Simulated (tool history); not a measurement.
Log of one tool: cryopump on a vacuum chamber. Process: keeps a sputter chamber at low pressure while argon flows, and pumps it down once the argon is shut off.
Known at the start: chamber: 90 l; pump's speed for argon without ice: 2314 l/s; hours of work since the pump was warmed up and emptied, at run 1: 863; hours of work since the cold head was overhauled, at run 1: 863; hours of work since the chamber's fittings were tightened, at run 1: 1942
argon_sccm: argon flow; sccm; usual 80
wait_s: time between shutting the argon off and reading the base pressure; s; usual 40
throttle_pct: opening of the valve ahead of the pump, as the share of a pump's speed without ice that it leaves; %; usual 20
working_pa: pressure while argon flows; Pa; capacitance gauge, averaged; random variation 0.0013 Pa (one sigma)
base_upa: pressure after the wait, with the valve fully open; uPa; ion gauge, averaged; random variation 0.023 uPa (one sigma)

run,hour,argon_sccm,wait_s,throttle_pct,hours of work since the pump was warmed up and emptied,hours of work since the cold head was overhauled,hours of work since the chamber's fittings were tightened,working_pa,base_upa
1,0.0,80,40,20,863,863,1942,0.3078,1.58
2,72.6,80,40,20,898,898,1978,0.3096,1.60
3,137.1,80,40,20,930,930,2010,0.3076,1.59
4,195.8,80,40,20,959,959,2039,0.3120,1.59
5,257.4,80,40,20,989,989,2069,0.3137,1.64
6,293.6,80,40,20,1007,1007,2087,0.3123,1.62
7,372.5,80,40,20,1046,1046,2125,0.3152,1.68
8,419.7,80,40,20,1069,1069,2149,0.3138,1.71
9,476.9,80,40,20,1097,1097,2177,0.3150,1.72
10,541.6,80,40,25,1129,1129,2209,0.2573,1.77
11,600.4,80,40,25,1158,1158,2238,0.2573,1.77
12,644.4,80,40,20,1180,1180,2259,0.3172,1.78
# hour 688.6: pump warmed up, emptied and cooled again
13,693.4,80,40,20,2,1201,2281,0.2932,1.46
14,737.3,80,40,20,24,1223,2303,0.2946,1.39
15,801.5,80,40,20,56,1254,2334,0.2951,1.51
16,885.2,80,44,20,97,1296,2375,0.2950,1.46
17,944.3,80,44,20,126,1325,2404,0.2924,1.45
18,990.0,80,44,20,148,1347,2427,0.2955,1.48
19,1036.6,36,24,20,171,1370,2450,0.1335,1.99
20,1076.9,36,24,20,191,1390,2470,0.1335,1.96
21,1146.2,80,76,23,225,1424,2504,0.2593,1.31
22,1198.2,80,76,23,251,1450,2529,0.2606,1.30
23,1276.1,69,279,58,289,1488,2568,0.0920,1.12
24,1362.2,44,245,20,331,1530,2610,0.1662,1.19
25,1435.6,90,144,20,368,1566,2646,0.3366,1.19
26,1480.6,116,61,46,390,1589,2668,0.1954,1.50
27,1547.5,69,154,30,423,1622,2701,0.1753,1.24
28,1616.7,69,154,30,457,1656,2735,0.1757,1.25
29,1673.8,90,57,18,485,1684,2763,0.3765,1.59
30,1749.4,90,73,31,522,1721,2800,0.2231,1.55
31,1799.2,80,31,20,546,1745,2825,0.3036,2.00
32,1856.4,73,75,20,575,1773,2853,0.2788,1.52
33,1929.3,80,25,16,610,1809,2889,0.3774,2.30
34,1993.2,80,25,16,642,1841,2920,0.3796,2.24
35,2047.0,90,135,30,668,1867,2947,0.2335,1.46

3 ways to go on from here, each from the tool as it stands after run 35. What would each give?
A,2099.7,65,112,44,694,1893,2973,?,?
B,2099.7,90,44,43,694,1893,2973,?,?
C,2099.7,44,86,24,694,1893,2973,?,?

run,working_pa,base_upa
A,0.1199,1.53
B,0.1691,1.84
C,0.1422,1.61
Without the tool's hidden state the same runs would have given:
run,working_pa,base_upa
A,0.1079,0.35
B,0.1525,0.67
C,0.1341,0.42

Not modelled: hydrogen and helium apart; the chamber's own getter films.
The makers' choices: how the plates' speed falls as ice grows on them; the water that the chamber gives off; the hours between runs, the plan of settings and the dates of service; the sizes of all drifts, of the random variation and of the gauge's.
